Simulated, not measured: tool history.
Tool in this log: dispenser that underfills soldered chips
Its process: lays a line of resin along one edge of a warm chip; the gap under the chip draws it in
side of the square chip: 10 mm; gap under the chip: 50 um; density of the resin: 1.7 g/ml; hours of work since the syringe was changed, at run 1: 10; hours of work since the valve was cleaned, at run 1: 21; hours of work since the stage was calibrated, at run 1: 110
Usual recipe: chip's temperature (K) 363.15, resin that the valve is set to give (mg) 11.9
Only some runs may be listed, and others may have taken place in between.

run    day  chip's temperature (K)  resin that the valve is set to give (mg)  hours of work since the syringe was changed  hours of work since the valve was cleaned  hours of work since the stage was calibrated  time until the resin shows at the far edge (s)  resin that the valve gave (mg)
  1  0.000                  363.15                                      11.9                                           10                                         21                                           110                                           195.2                           11.72
     0.046  -- new syringe of resin
  2  0.233                  363.15                                      11.9                                            3                                         24                                           114                                           142.6                           11.80
  3  0.488                  363.15                                      11.9                                            7                                         28                                           118                                           168.4                           11.76
  4  0.654                  363.15                                      11.9                                           10                                         31                                           121                                           187.9                           11.65
     0.725  -- new syringe of resin
  5  0.792                  363.15                                      10.6                                            1                                         33                                           123                                           135.4                           10.33
  6  1.025                  363.15                                      10.6                                            5                                         37                                           126                                           157.0                           10.43
  7  1.238                  359.15                                      11.9                                            8                                         40                                           130                                           208.5                           11.59
     1.412  -- new syringe of resin
  8  1.521                  363.15                                      15.0                                            2                                         44                                           134                                           132.4                           14.64
  9  1.696                  363.15                                      15.0                                            5                                         47                                           137                                           149.4                           14.47
 10  1.888                  363.15                                      15.0                                            8                                         50                                           140                                           167.5                           14.64
     2.092  -- new syringe of resin
 11  2.121                  363.15                                      11.9                                            0                                         54                                           143                                           128.5                           11.44
 12  2.267                  372.15                                      11.9                                            3                                         56                                           146                                           104.0                           11.51
 13  2.525                  372.15                                      11.9                                            7                                         60                                           150                                           118.9                           11.60
     2.771  -- new syringe of resin
 14  2.808                  372.15                                      11.9                                            1                                         65                                           154                                            92.6                           11.50
 15  3.008                  372.15                                      11.9                                            4                                         68                                           157                                           107.5                           11.30
 16  3.212                  372.15                                      11.9                                            7                                         71                                           161                                           121.9                           11.46
 17  3.375                  372.15                                      11.9                                           10                                         74                                           163                                           135.7                           11.43
     3.454  -- new syringe of resin
 18  3.654                  372.15                                      11.9                                            3                                         78                                           168                                           104.1                           11.49
 19  3.854                  378.15                                      15.0                                            6                                         81                                           171                                            95.1                           14.43
     4.138  -- new syringe of resin
 20  4.146                  351.15                                      11.5                                            0                                         85                                           175                                           201.6                           10.99
 21  4.308                  369.15                                      12.5                                            3                                         88                                           178                                           112.8                           11.77
 22  4.446                  350.15                                      13.9                                            5                                         90                                           180                                           254.8                           13.36
 23  4.712                  350.15                                      13.9                                            9                                         94                                           184                                           305.6                           13.26
     4.821  -- dispensing valve cleaned and set on the balance
     4.871  -- new syringe of resin
 24  4.925                  350.15                                      13.9                                            1                                          1                                           187                                           207.3                           13.78
 25  5.158                  350.15                                      13.9                                            5                                          5                                           190                                           245.7                           13.93
 26  5.379                  372.15                                      11.9                                            8                                          9                                           194                                           126.5                           11.89
     5.550  -- new syringe of resin
 27  5.579                  372.15                                      11.9                                            0                                         12                                           197                                            91.4                           11.81
 28  5.858                  361.15                                      15.4                                            5                                         16                                           201                                           161.5                           15.34
 29  6.050                  352.15                                      12.2                                            8                                         19                                           204                                           271.4                           11.96
     6.242  -- new syringe of resin
 30  6.271                  353.15                                      14.7                                            0                                         23                                           208                                           184.4                           14.47
 31  6.438                  351.15                                      10.9                                            3                                         25                                           210                                           233.3                           10.70
 32  6.600                  361.15                                      15.0                                            6                                         28                                           213                                           164.5                           14.69
 33  6.829                  363.15                                      12.0                                            9                                         31                                           217                                           187.6                           11.74
     6.925  -- new syringe of resin
 34  7.033                  363.15                                      12.0                                            2                                         35                                           220                                           139.8                           11.73
 35  7.262                  363.15                                      12.0                                            5                                         38                                           223                                           160.6                           11.73

What would each run have given without the hidden state, its run-to-run variation left as it was?
Hidden state present: resin's viscosity, % of fresh resin's; dose that the valve gives, % of what is set; true chip temperature over the reading, C; drift of the gauge itself on fill_s, %; drift of the gauge itself on given_mg, %.
run  time until the resin shows at the far edge (s)  resin that the valve gave (mg)
  1                                           126.4                           11.85
  2                                           124.8                           11.96
  3                                           123.9                           11.94
  4                                           123.4                           11.85
  5                                           127.7                           10.52
  6                                           125.8                           10.65
  7                                           145.3                           11.85
  8                                           121.8                           15.01
  9                                           121.7                           14.87
 10                                           119.7                           15.06
 11                                           124.5                           11.80
 12                                            91.1                           11.88
 13                                            87.2                           11.99
 14                                            89.8                           11.93
 15                                            91.0                           11.75
 16                                            89.8                           11.94
 17                                            89.4                           11.93
 18                                            90.0                           12.01
 19                                            72.4                           15.11
 20                                           195.7                           11.54
 21                                            98.5                           12.38
 22                                           202.5                           14.07
 23                                           202.6                           14.00
 24                                           199.8                           13.81
 25                                           202.0                           13.99
 26                                            89.3                           11.97
 27                                            89.1                           11.90
 28                                           130.3                           15.50
 29                                           191.5                           12.11
 30                                           180.3                           14.69
 31                                           202.6                           10.88
 32                                           128.5                           14.95
 33                                           125.0                           11.97
 34                                           125.4                           11.99
 35                                           123.4                           12.01

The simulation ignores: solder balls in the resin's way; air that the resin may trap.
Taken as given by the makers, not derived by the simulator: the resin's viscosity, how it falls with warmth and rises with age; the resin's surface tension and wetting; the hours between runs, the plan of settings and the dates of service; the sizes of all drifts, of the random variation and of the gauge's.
